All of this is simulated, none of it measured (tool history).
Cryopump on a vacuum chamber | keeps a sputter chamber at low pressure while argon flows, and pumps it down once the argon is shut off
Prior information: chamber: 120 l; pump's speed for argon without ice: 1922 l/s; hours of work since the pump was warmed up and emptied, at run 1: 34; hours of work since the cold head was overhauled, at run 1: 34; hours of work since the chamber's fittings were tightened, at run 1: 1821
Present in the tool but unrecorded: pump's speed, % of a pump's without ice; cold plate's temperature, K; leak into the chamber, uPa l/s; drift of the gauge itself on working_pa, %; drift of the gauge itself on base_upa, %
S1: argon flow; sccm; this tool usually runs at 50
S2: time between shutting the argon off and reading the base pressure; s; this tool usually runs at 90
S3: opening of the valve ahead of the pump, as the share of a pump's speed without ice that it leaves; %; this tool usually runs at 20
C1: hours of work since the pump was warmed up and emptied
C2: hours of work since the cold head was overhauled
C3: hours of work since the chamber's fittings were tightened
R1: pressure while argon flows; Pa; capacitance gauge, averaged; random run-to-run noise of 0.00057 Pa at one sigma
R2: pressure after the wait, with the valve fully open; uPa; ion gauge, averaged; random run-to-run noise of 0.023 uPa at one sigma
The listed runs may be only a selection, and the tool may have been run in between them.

Run 1, hour 0: usual settings; C1 34; C2 34; C3 1821. Result: R1 0.2205 Pa, R2 1.37 uPa.
Run 2, hour 8.4: usual settings; C1 40; C2 40; C3 1827. Result: R1 0.22 Pa, R2 1.4 uPa.
Run 3, hour 16.7: usual settings; C1 46; C2 46; C3 1832. Result: R1 0.221 Pa, R2 1.42 uPa.
Run 4, hour 23.4: usual settings; C1 51; C2 51; C3 1837. Result: R1 0.2211 Pa, R2 1.43 uPa.
Run 5, hour 36.8: usual settings; C1 60; C2 60; C3 1847. Result: R1 0.2205 Pa, R2 1.47 uPa.
Run 6, hour 50.6: usual settings; C1 70; C2 70; C3 1856. Result: R1 0.2204 Pa, R2 1.39 uPa.
Run 7, hour 64.3: usual settings; C1 79; C2 79; C3 1866. Result: R1 0.2206 Pa, R2 1.4 uPa.
Run 8, hour 78.7: usual settings but S3 45 %; C1 89; C2 89; C3 1876. Result: R1 0.0989 Pa, R2 1.41 uPa.
Run 9, hour 92.5: usual settings but S3 45 %; C1 99; C2 99; C3 1885. Result: R1 0.0989 Pa, R2 1.46 uPa.
Run 10, hour 105.2: usual settings but S3 45 %; C1 108; C2 108; C3 1894. Result: R1 0.0992 Pa, R2 1.46 uPa.
Run 11, hour 112.2: usual settings but S2 27 s; C1 113; C2 113; C3 1899. Result: R1 0.2215 Pa, R2 2.96 uPa.
Run 12, hour 124.9: usual settings but S1 98 sccm; C1 122; C2 122; C3 1908. Result: R1 0.4331 Pa, R2 1.45 uPa.
Run 13, hour 138.3: usual settings but S2 282 s, S3 51 %; C1 131; C2 131; C3 1918. Result: R1 0.0873 Pa, R2 1.02 uPa.
Run 14, hour 148.8: usual settings but S1 87 sccm, S2 75 s, S3 28 %; C1 138; C2 138; C3 1925. Result: R1 0.2753 Pa, R2 1.6 uPa.
Run 15, hour 160.6: usual settings but S1 34 sccm, S2 270 s, S3 47 %; C1 147; C2 147; C3 1933. Result: R1 0.0641 Pa, R2 0.99 uPa.
Run 16, hour 172.4: usual settings but S2 136 s, S3 21 %; C1 155; C2 155; C3 1941. Result: R1 0.212 Pa, R2 1.25 uPa.
Run 17, hour 180.8: usual settings but S1 35 sccm, S2 33 s, S3 58 %; C1 161; C2 161; C3 1947. Result: R1 0.0544 Pa, R2 2.7 uPa.
Run 18, hour 190.9: usual settings but S1 93 sccm, S2 171 s, S3 48 %; C1 168; C2 168; C3 1954. Result: R1 0.1733 Pa, R2 1.19 uPa.
Run 19, hour 200.1: usual settings but S1 78 sccm, S2 235 s, S3 21 %; C1 174; C2 174; C3 1961. Result: R1 0.329 Pa, R2 1.12 uPa.
Run 20, hour 215.6: usual settings but S1 80 sccm, S2 118 s, S3 21 %; C1 185; C2 185; C3 1972. Result: R1 0.3383 Pa, R2 1.36 uPa.

Forecast run 21:
Run 21, hour 225.7: usual settings but S1 100 sccm, S2 36 s, S3 32 %; C1 192; C2 192; C3 1979. Result: R1 ?, R2 ?.

R1: 0.2785 Pa
R2: 2.43 uPa
On a tool with no hidden condition, and with the same random variation, this run would have come out at R1 0.2744 Pa, R2 1.77 uPa.
